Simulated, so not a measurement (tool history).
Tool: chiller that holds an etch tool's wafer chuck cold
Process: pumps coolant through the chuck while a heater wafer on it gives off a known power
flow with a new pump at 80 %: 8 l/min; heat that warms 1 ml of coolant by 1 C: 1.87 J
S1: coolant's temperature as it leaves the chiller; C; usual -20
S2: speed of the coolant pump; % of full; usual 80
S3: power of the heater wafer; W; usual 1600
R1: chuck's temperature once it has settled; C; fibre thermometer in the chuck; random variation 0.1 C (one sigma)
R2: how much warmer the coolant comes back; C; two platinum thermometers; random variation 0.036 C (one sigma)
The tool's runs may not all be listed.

| run | hour | S1 | S2 | S3 | R1 | R2 |
|---|---|---|---|---|---|---|
| 1 | 0.0 | -20 | 80 | 1600 | -1.1 | 6.64 |
| 2 | 37.0 | -20 | 80 | 1600 | -1.1 | 6.71 |
| 3 | 64.2 | -20 | 80 | 1600 | -0.9 | 6.61 |
| 4 | 100.5 | -20 | 80 | 1600 | -0.7 | 6.66 |
| 5 | 124.4 | -20 | 65 | 1600 | 2.0 | 8.19 |
| 6 | 165.5 | -20 | 80 | 1600 | -0.9 | 6.63 |
| 7 | 185.6 | -20 | 80 | 1600 | -1.0 | 6.64 |
| 8 | 217.8 | -14 | 80 | 1600 | 5.1 | 6.63 |
| 9 | 245.8 | -20 | 80 | 1505 | -1.9 | 6.28 |
| 10 | 277.8 | -20 | 80 | 1600 | -0.8 | 6.70 |
| 11 | 300.4 | -20 | 80 | 1600 | -0.7 | 6.65 |
| 12 | 326.2 | -20 | 80 | 1600 | -0.8 | 6.67 |
| 13 | 360.8 | -20 | 80 | 1600 | -1.0 | 6.74 |
| 14 | 383.4 | -20 | 80 | 1600 | -0.8 | 6.69 |
| 15 | 408.1 | -20 | 80 | 1600 | -0.8 | 6.73 |
| 16 | 428.6 | -20 | 80 | 1600 | -0.8 | 6.64 |
| 17 | 467.2 | -20 | 80 | 1600 | -0.7 | 6.66 |
| 18 | 507.1 | -27 | 80 | 1600 | -7.7 | 6.76 |
| 19 | 540.3 | -18 | 76 | 1330 | -1.3 | 5.88 |
| 20 | 561.1 | -20 | 67 | 2022 | 7.6 | 10.01 |
| 21 | 585.4 | -13 | 92 | 1600 | 4.7 | 5.90 |
| 22 | 608.0 | -22 | 83 | 1529 | -4.0 | 6.27 |
| 23 | 646.2 | -27 | 86 | 925 | -16.3 | 3.63 |
| 24 | 664.8 | -21 | 64 | 925 | -7.8 | 4.83 |
| 25 | 698.2 | -21 | 64 | 925 | -7.7 | 4.82 |
| 26 | 728.8 | -17 | 74 | 1600 | 3.7 | 7.25 |
| 27 | 748.7 | -17 | 74 | 1600 | 3.7 | 7.27 |
| 28 | 788.8 | -20 | 96 | 1600 | -2.6 | 5.64 |
| 29 | 827.9 | -11 | 81 | 1021 | 1.7 | 4.24 |
| 30 | 868.2 | -21 | 80 | 1600 | -1.3 | 6.78 |
| 31 | 890.5 | -21 | 80 | 1600 | -1.2 | 6.75 |

Taken out of this log: 1 entry between the listed runs. Where each belongs, and how the hidden state differs across it:
Between runs 21 and 22: chiller's thermometer calibrated (hour 591.9)
  heat passed by the chuck's channels, % of clean ones': 96.3 -> 96.2; coolant's true temperature over the reading, C: -0.25 -> -0.01
  measured less the result without the state, R1: +0.9 -> +1.2 C; R2: +0.27 -> +0.29 C
